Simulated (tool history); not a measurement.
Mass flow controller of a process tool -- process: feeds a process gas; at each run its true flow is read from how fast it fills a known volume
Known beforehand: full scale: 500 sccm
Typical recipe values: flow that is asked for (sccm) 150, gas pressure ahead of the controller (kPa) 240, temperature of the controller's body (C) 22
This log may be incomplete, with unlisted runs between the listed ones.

| run | hour | flow that is asked for (sccm) | gas pressure ahead of the controller (kPa) | temperature of the controller's body (C) | true flow (%) |
|---|---|---|---|---|---|
| 1 | 0.0 | 150 | 240 | 22 | 100.13 |
| 2 | 59.9 | 150 | 240 | 37 | 99.68 |
| 3 | 125.5 | 150 | 240 | 22 | 100.33 |
| 4 | 183.6 | 150 | 240 | 22 | 100.35 |
| 5 | 231.5 | 150 | 240 | 22 | 100.37 |
| 6 | 281.9 | 150 | 240 | 22 | 100.53 |
| 7 | 334.8 | 150 | 240 | 22 | 100.39 |
| 8 | 426.0 | 150 | 240 | 28 | 100.25 |
| 9 | 490.6 | 150 | 240 | 28 | 100.32 |
| 10 | 546.6 | 150 | 240 | 28 | 100.50 |
| 11 | 631.4 | 150 | 240 | 22 | 100.70 |
| 12 | 676.3 | 150 | 240 | 35 | 100.20 |
| 13 | 734.4 | 150 | 240 | 22 | 100.58 |
| 14 | 809.6 | 150 | 240 | 22 | 100.78 |
| 15 | 896.4 | 150 | 176 | 22 | 100.44 |
|  | 903.9 | controller's zero set anew |
| 16 | 1002.2 | 150 | 176 | 22 | 100.71 |
| 17 | 1092.9 | 61 | 218 | 25 | 103.14 |
| 18 | 1178.2 | 56 | 196 | 39 | 102.95 |
| 19 | 1254.7 | 257 | 209 | 27 | 100.89 |
| 20 | 1305.0 | 257 | 209 | 27 | 100.83 |
| 21 | 1365.3 | 223 | 240 | 36 | 100.91 |
|  | 1419.6 | controller's zero set anew, once more |
| 22 | 1436.8 | 223 | 240 | 36 | 99.66 |
| 23 | 1505.9 | 150 | 141 | 35 | 98.43 |
| 24 | 1607.9 | 317 | 197 | 20 | 100.57 |
| 25 | 1692.6 | 150 | 248 | 29 | 99.49 |
| 26 | 1791.7 | 150 | 248 | 29 | 99.68 |
| 27 | 1851.0 | 150 | 248 | 29 | 99.84 |
| 28 | 1903.1 | 150 | 248 | 29 | 99.84 |
| 29 | 1956.2 | 85 | 194 | 25 | 99.49 |

4 ways to go on from here, each from the tool as it stands after run 29. What would each give?
| A | 2058.7 | 57 | 164 | 22 | ? |
| B | 2058.7 | 156 | 194 | 25 | ? |
| C | 2058.7 | 85 | 173 | 27 | ? |
| D | 2058.7 | 74 | 224 | 32 | ? |

| run | true flow (%) |
|---|---|
| A | 99.53 |
| B | 99.65 |
| C | 99.32 |
| D | 99.36 |
With the hidden condition removed and each run's random variation left untouched, the same runs would have given:
| run | true flow (%) |
|---|---|
| A | 96.89 |
| B | 97.59 |
| C | 96.99 |
| D | 96.93 |
